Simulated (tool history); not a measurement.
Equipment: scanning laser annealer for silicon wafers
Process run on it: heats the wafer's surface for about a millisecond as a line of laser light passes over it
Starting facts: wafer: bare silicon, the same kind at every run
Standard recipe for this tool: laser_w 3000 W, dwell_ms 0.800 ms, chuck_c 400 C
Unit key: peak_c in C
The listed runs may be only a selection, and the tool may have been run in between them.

Run 1, hour 0.0: usual settings. Result: peak_c 1191 C.
Run 2, hour 16.3: usual settings but chuck_c 361 C. Result: peak_c 1153 C.
Run 3, hour 29.4: usual settings but chuck_c 361 C. Result: peak_c 1151 C.
At hour 38.5: window over the wafer cleaned.
Run 4, hour 46.3: usual settings but dwell_ms 0.613 ms. Result: peak_c 1098 C.
Run 5, hour 73.0: usual settings but dwell_ms 0.613 ms, chuck_c 373 C. Result: peak_c 1068 C.
Run 6, hour 85.5: usual settings. Result: peak_c 1193 C.
Run 7, hour 102.0: usual settings but laser_w 2921 W. Result: peak_c 1175 C.
Run 8, hour 127.9: usual settings but laser_w 2921 W. Result: peak_c 1168 C.
Run 9, hour 141.3: usual settings but chuck_c 381 C. Result: peak_c 1175 C.
Run 10, hour 163.1: usual settings. Result: peak_c 1195 C.
Run 11, hour 185.9: usual settings but dwell_ms 0.950 ms. Result: peak_c 1260 C.
Run 12, hour 201.0: usual settings but dwell_ms 0.950 ms, chuck_c 367 C. Result: peak_c 1230 C.
Run 13, hour 219.3: usual settings but laser_w 2786 W, dwell_ms 0.950 ms, chuck_c 367 C. Result: peak_c 1160 C.
Run 14, hour 235.4: usual settings but laser_w 2786 W, dwell_ms 0.950 ms, chuck_c 367 C. Result: peak_c 1163 C.
Run 15, hour 253.3: usual settings but dwell_ms 0.584 ms. Result: peak_c 1079 C.
Run 16, hour 267.0: usual settings but dwell_ms 0.584 ms. Result: peak_c 1077 C.
Run 17, hour 290.7: usual settings but dwell_ms 0.584 ms. Result: peak_c 1075 C.
Run 18, hour 317.3: usual settings but dwell_ms 0.584 ms. Result: peak_c 1079 C.
Run 19, hour 338.4: usual settings but dwell_ms 0.584 ms. Result: peak_c 1081 C.
Run 20, hour 360.5: usual settings but laser_w 3002 W, dwell_ms 0.826 ms. Result: peak_c 1206 C.
Run 21, hour 383.0: usual settings but laser_w 3002 W, dwell_ms 0.826 ms. Result: peak_c 1203 C.
Run 22, hour 401.5: usual settings but dwell_ms 0.606 ms. Result: peak_c 1090 C.
Run 23, hour 413.0: usual settings but laser_w 2664 W, dwell_ms 0.606 ms, chuck_c 383 C. Result: peak_c 987 C.
Run 24, hour 431.9: usual settings but laser_w 2664 W, dwell_ms 0.606 ms, chuck_c 383 C. Result: peak_c 988 C.
Run 25, hour 450.1: usual settings but laser_w 2664 W, dwell_ms 0.606 ms, chuck_c 383 C. Result: peak_c 989 C.
Run 26, hour 473.3: usual settings but laser_w 2976 W, dwell_ms 0.608 ms, chuck_c 383 C. Result: peak_c 1069 C.
Run 27, hour 485.9: usual settings but laser_w 2976 W, dwell_ms 0.608 ms, chuck_c 383 C. Result: peak_c 1067 C.
Run 28, hour 510.3: usual settings but laser_w 3058 W, chuck_c 375 C. Result: peak_c 1186 C.

Estimate the outcome of run 29 from the log above:
Run 29, hour 521.2: usual settings but laser_w 3171 W, chuck_c 368 C. Result: peak_c ?.

{"run 29": {"peak_c": 1207}}
Take away the tool's hidden state, keep the run-to-run variation as it was, and the same run would have given peak_c 1208 C.
